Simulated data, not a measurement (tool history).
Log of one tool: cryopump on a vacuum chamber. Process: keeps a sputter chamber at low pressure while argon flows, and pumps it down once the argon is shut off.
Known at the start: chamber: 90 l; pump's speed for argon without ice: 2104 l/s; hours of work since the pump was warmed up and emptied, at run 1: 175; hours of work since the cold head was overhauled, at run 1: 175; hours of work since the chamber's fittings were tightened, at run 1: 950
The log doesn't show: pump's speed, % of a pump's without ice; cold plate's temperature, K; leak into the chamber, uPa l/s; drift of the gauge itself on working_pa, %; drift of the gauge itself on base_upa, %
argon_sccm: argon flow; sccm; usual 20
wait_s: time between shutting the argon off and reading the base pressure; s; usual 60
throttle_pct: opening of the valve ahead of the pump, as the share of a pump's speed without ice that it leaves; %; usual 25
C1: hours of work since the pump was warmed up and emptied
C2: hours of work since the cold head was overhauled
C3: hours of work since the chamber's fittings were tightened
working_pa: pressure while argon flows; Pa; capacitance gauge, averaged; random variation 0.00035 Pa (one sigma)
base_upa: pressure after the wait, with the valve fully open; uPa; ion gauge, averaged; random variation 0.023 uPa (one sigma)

Run 1, hour 0.0: usual settings; C1 175; C2 175; C3 950. Result: working_pa 0.0644 Pa, base_upa 1.17 uPa.
Run 2, hour 44.0: usual settings; C1 195; C2 195; C3 971. Result: working_pa 0.0646 Pa, base_upa 1.25 uPa.
Run 3, hour 81.7: usual settings; C1 213; C2 213; C3 988. Result: working_pa 0.0651 Pa, base_upa 1.25 uPa.
Run 4, hour 118.8: usual settings; C1 231; C2 231; C3 1006. Result: working_pa 0.0656 Pa, base_upa 1.24 uPa.
Run 5, hour 160.5: usual settings but throttle_pct 54 %; C1 250; C2 250; C3 1025. Result: working_pa 0.0306 Pa, base_upa 1.26 uPa.
Run 6, hour 182.4: usual settings but throttle_pct 54 %; C1 260; C2 260; C3 1036. Result: working_pa 0.0318 Pa, base_upa 1.29 uPa.
Run 7, hour 215.1: usual settings but throttle_pct 54 %; C1 276; C2 276; C3 1051. Result: working_pa 0.0313 Pa, base_upa 1.30 uPa.
Run 8, hour 258.0: usual settings but wait_s 122 s; C1 296; C2 296; C3 1071. Result: working_pa 0.0657 Pa, base_upa 0.88 uPa.
Run 9, hour 286.3: usual settings but wait_s 122 s; C1 309; C2 309; C3 1084. Result: working_pa 0.0656 Pa, base_upa 0.95 uPa.
Run 10, hour 315.1: usual settings but wait_s 122 s; C1 323; C2 323; C3 1098. Result: working_pa 0.0652 Pa, base_upa 0.99 uPa.
Run 11, hour 359.4: usual settings but wait_s 122 s; C1 343; C2 343; C3 1119. Result: working_pa 0.0657 Pa, base_upa 0.97 uPa.
Run 12, hour 404.0: usual settings but wait_s 122 s; C1 364; C2 364; C3 1139. Result: working_pa 0.0664 Pa, base_upa 0.95 uPa.
Run 13, hour 452.8: usual settings but wait_s 122 s; C1 387; C2 387; C3 1162. Result: working_pa 0.0661 Pa, base_upa 0.93 uPa.
Run 14, hour 497.9: usual settings but wait_s 122 s; C1 408; C2 408; C3 1183. Result: working_pa 0.0664 Pa, base_upa 1.05 uPa.
Run 15, hour 534.7: usual settings; C1 425; C2 425; C3 1201. Result: working_pa 0.0668 Pa, base_upa 1.36 uPa.
Run 16, hour 572.5: usual settings; C1 443; C2 443; C3 1218. Result: working_pa 0.0664 Pa, base_upa 1.34 uPa.
Run 17, hour 613.0: usual settings but throttle_pct 19 %; C1 462; C2 462; C3 1237. Result: working_pa 0.0872 Pa, base_upa 1.42 uPa.
Run 18, hour 655.6: usual settings but argon_sccm 11 sccm, wait_s 62 s, throttle_pct 21 %; C1 482; C2 482; C3 1257. Result: working_pa 0.0428 Pa, base_upa 1.43 uPa.
Run 19, hour 696.8: usual settings but argon_sccm 22 sccm, wait_s 34 s, throttle_pct 16 %; C1 501; C2 501; C3 1277. Result: working_pa 0.1132 Pa, base_upa 1.93 uPa.
At hour 726.1: pump warmed up, emptied and cooled again.
Run 20, hour 736.6: usual settings but argon_sccm 22 sccm, wait_s 48 s, throttle_pct 47 %; C1 5; C2 518; C3 1293. Result: working_pa 0.0378 Pa, base_upa 1.51 uPa.
Run 21, hour 756.9: usual settings but argon_sccm 22 sccm, wait_s 48 s, throttle_pct 47 %; C1 14; C2 527; C3 1302. Result: working_pa 0.0383 Pa, base_upa 1.46 uPa.
Run 22, hour 789.2: usual settings but argon_sccm 22 sccm, wait_s 48 s, throttle_pct 47 %; C1 30; C2 542; C3 1318. Result: working_pa 0.0377 Pa, base_upa 1.52 uPa.
Run 23, hour 814.7: usual settings but argon_sccm 30 sccm, wait_s 39 s, throttle_pct 19 %; C1 42; C2 554; C3 1330. Result: working_pa 0.1273 Pa, base_upa 1.70 uPa.
Run 24, hour 844.9: usual settings but argon_sccm 13 sccm, wait_s 32 s, throttle_pct 20 %; C1 56; C2 568; C3 1344. Result: working_pa 0.0525 Pa, base_upa 1.86 uPa.
Run 25, hour 865.6: usual settings but argon_sccm 26 sccm, wait_s 108 s, throttle_pct 20 %; C1 65; C2 578; C3 1353. Result: working_pa 0.1044 Pa, base_upa 1.05 uPa.
Run 26, hour 894.8: usual settings but argon_sccm 18 sccm, wait_s 105 s, throttle_pct 37 %; C1 79; C2 592; C3 1367. Result: working_pa 0.0394 Pa, base_upa 1.11 uPa.
Run 27, hour 943.5: usual settings but argon_sccm 23 sccm; C1 102; C2 615; C3 1390. Result: working_pa 0.0750 Pa, base_upa 1.38 uPa.
Run 28, hour 977.6: usual settings but argon_sccm 26 sccm; C1 118; C2 631; C3 1406. Result: working_pa 0.0844 Pa, base_upa 1.34 uPa.
Run 29, hour 1018.8: usual settings but argon_sccm 25 sccm, wait_s 163 s, throttle_pct 57 %; C1 137; C2 650; C3 1425. Result: working_pa 0.0363 Pa, base_upa 1.01 uPa.
Run 30, hour 1067.5: usual settings but argon_sccm 9 sccm, wait_s 97 s, throttle_pct 26 %; C1 160; C2 673; C3 1448. Result: working_pa 0.0284 Pa, base_upa 1.17 uPa.
Run 31, hour 1095.5: usual settings but argon_sccm 16 sccm, wait_s 102 s, throttle_pct 26 %; C1 173; C2 686; C3 1461. Result: working_pa 0.0498 Pa, base_upa 1.14 uPa.
Run 32, hour 1132.7: usual settings but argon_sccm 16 sccm, wait_s 102 s, throttle_pct 26 %; C1 191; C2 703; C3 1479. Result: working_pa 0.0500 Pa, base_upa 1.18 uPa.
Run 33, hour 1161.9: usual settings but wait_s 291 s; C1 204; C2 717; C3 1492. Result: working_pa 0.0650 Pa, base_upa 0.93 uPa.
Run 34, hour 1188.6: usual settings but wait_s 193 s, throttle_pct 18 %; C1 217; C2 730; C3 1505. Result: working_pa 0.0899 Pa, base_upa 1.00 uPa.

Hidden state at the last listed run before each entry between runs and at the first one after, where it differs:
Between runs 19 and 20: pump warmed up, emptied and cooled again (hour 726.1)
  pump's speed, % of a pump's without ice: 86.8 -> 98.9; cold plate's temperature, K: 12.28 -> 12.29; leak into the chamber, uPa l/s: 1350 -> 1363
  measured less the result without the state, working_pa: +0.0028 -> +0.0003 Pa; base_upa: +0.60 -> +0.51 uPa

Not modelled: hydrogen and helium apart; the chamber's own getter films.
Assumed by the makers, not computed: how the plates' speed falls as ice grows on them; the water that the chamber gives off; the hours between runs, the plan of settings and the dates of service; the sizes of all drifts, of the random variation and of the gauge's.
